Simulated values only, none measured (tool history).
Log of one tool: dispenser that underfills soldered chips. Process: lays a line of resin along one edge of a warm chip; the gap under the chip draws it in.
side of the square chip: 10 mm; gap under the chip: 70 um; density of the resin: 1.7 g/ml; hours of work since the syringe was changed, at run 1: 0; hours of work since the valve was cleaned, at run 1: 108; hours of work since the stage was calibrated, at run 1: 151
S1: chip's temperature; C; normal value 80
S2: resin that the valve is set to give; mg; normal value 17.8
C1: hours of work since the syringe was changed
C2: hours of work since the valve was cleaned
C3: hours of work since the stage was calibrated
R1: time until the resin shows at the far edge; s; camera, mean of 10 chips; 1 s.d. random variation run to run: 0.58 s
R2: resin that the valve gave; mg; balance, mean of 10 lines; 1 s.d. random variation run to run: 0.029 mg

run	hour	S1	S2	C1	C2	C3	R1	R2
1	0.0	80	17.8	0	108	151	53.1	17.12
# hour 5.0: dispensing valve cleaned and set on the balance
2	7.3	80	17.8	4	1	155	64.3	17.84
# hour 10.5: new syringe of resin
3	15.7	80	17.8	3	7	160	60.7	17.86
# hour 20.4: new syringe of resin
4	24.8	80	17.8	3	12	166	57.7	17.78
5	28.6	80	17.8	5	15	168	65.5	17.80
# hour 30.4: new syringe of resin
6	34.8	80	17.8	3	18	172	58.8	17.72
# hour 40.6: new syringe of resin
7	40.6	80	15.3	0	22	176	53.2	15.23
8	48.9	80	15.3	5	27	181	69.0	15.18
# hour 50.6: new syringe of resin
9	53.5	80	15.3	2	30	183	57.5	15.19
# hour 60.4: new syringe of resin
10	61.9	80	15.3	1	35	189	57.5	15.16
# hour 70.1: new syringe of resin
11	70.1	80	15.3	0	40	194	52.6	15.13
12	75.2	80	15.3	3	43	197	61.9	15.13
# hour 80.3: new syringe of resin
13	80.5	80	17.0	0	46	200	51.8	16.79
14	85.5	80	19.9	3	49	203	59.1	19.60
# hour 90.0: new syringe of resin
15	94.3	80	17.8	3	55	208	59.1	17.53
16	98.8	80	17.8	6	57	211	70.4	17.41
# hour 99.9: new syringe of resin
17	107.2	80	17.8	5	63	216	63.8	17.46
# hour 109.9: new syringe of resin
18	112.1	81	23.0	1	65	219	52.1	22.56
# hour 119.9: new syringe of resin
19	119.9	77	18.6	0	70	224	55.8	18.13
20	127.3	77	18.6	5	75	229	72.1	18.20
# hour 129.9: new syringe of resin
21	132.9	77	18.6	2	78	232	61.7	18.18
22	136.6	68	15.8	4	81	234	99.3	15.38
# hour 139.7: new syringe of resin
23	143.6	72	16.5	2	85	239	77.0	16.03
# hour 149.5: new syringe of resin
24	150.7	72	16.5	1	89	243	72.2	16.06
25	157.8	69	18.6	5	94	247	100.1	18.13
# hour 159.6: new syringe of resin
26	163.3	66	19.7	2	97	251	92.2	19.14

Forecast run 27:
# hour 169.7: new syringe of resin
27	170.0	78	17.9	0	101	255	?	?

{"run 27": {"R1": 54.6, "R2": 17.26}}
If the tool had no hidden condition, the same run with the same run-to-run variation would have returned R1 52.6 s, R2 17.83 mg.
